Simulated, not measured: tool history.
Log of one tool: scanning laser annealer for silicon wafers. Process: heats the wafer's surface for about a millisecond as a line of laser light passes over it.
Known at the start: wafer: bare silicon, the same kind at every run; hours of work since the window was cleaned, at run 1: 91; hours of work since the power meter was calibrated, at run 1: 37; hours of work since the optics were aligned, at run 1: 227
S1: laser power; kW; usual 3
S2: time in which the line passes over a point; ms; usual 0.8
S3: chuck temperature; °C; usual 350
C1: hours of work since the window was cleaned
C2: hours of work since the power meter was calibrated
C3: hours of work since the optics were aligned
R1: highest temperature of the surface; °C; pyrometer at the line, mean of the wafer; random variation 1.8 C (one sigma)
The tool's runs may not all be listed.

| run | hour | S1 | S2 | S3 | C1 | C2 | C3 | R1 |
|---|---|---|---|---|---|---|---|---|
| 1 | 0 | 3 | 0.8 | 350 | 91 | 37 | 227 | 1052 |
| 2 | 6.2 | 3 | 0.8 | 350 | 94 | 40 | 231 | 1051 |
| 3 | 14.6 | 3 | 0.8 | 350 | 99 | 45 | 236 | 1050 |
| 4 | 27.1 | 3 | 0.8 | 350 | 107 | 53 | 244 | 1057 |
| 5 | 39.3 | 3 | 0.8 | 350 | 114 | 60 | 251 | 1052 |
| 6 | 45.3 | 3 | 0.841 | 350 | 118 | 64 | 254 | 1071 |
| 7 | 51.3 | 3 | 0.841 | 350 | 121 | 67 | 258 | 1071 |
| 8 | 60.3 | 3.197 | 0.841 | 350 | 127 | 73 | 263 | 1133 |
| 9 | 69 | 3.197 | 0.841 | 350 | 132 | 78 | 268 | 1136 |
| 10 | 81.4 | 3.197 | 0.841 | 350 | 139 | 85 | 276 | 1131 |
| 11 | 88.6 | 3.197 | 0.841 | 350 | 143 | 89 | 280 | 1135 |
| 12 | 100.3 | 3.197 | 0.841 | 350 | 150 | 96 | 287 | 1133 |
| 13 | 110.8 | 2.587 | 0.769 | 350 | 157 | 103 | 293 | 913 |
| 14 | 117.9 | 2.551 | 0.604 | 315 | 161 | 107 | 297 | 802 |
| 15 | 130.1 | 2.937 | 0.739 | 349 | 168 | 114 | 305 | 1004 |
| 16 | 135.9 | 3.141 | 0.798 | 362 | 171 | 117 | 308 | 1110 |
| 17 | 145 | 2.686 | 0.798 | 322 | 177 | 123 | 314 | 929 |
| 18 | 151.4 | 3 | 0.915 | 371 | 181 | 127 | 317 | 1119 |
| 19 | 160.1 | 3 | 0.915 | 371 | 186 | 132 | 323 | 1117 |
| 20 | 168.5 | 3 | 0.915 | 313 | 191 | 137 | 327 | 1063 |
| 21 | 180.3 | 3 | 0.925 | 371 | 198 | 144 | 335 | 1127 |
| 22 | 189.8 | 3.164 | 0.756 | 350 | 203 | 149 | 340 | 1082 |
| 23 | 194.8 | 2.989 | 0.8 | 382 | 206 | 152 | 343 | 1078 |

Measured less the same run without the tool's hidden state. The same run-to-run variation is in both; the gauge's scatter may not be:
The hidden state here: light that passes the window, % of a clean one's; laser's true power over the reading, %; width of the line over the set one, %; drift of the gauge itself on peak_c, C.
| run | R1 |
|---|---|
| 1 | -3 |
| 2 | -3 |
| 3 | -3 |
| 4 | -3 |
| 5 | -3 |
| 6 | -3 |
| 7 | -3 |
| 8 | -4 |
| 9 | -4 |
| 10 | -4 |
| 11 | -4 |
| 12 | -5 |
| 13 | -4 |
| 14 | -3 |
| 15 | -4 |
| 16 | -5 |
| 17 | -5 |
| 18 | -5 |
| 19 | -6 |
| 20 | -5 |
| 21 | -6 |
| 22 | -5 |
| 23 | -6 |
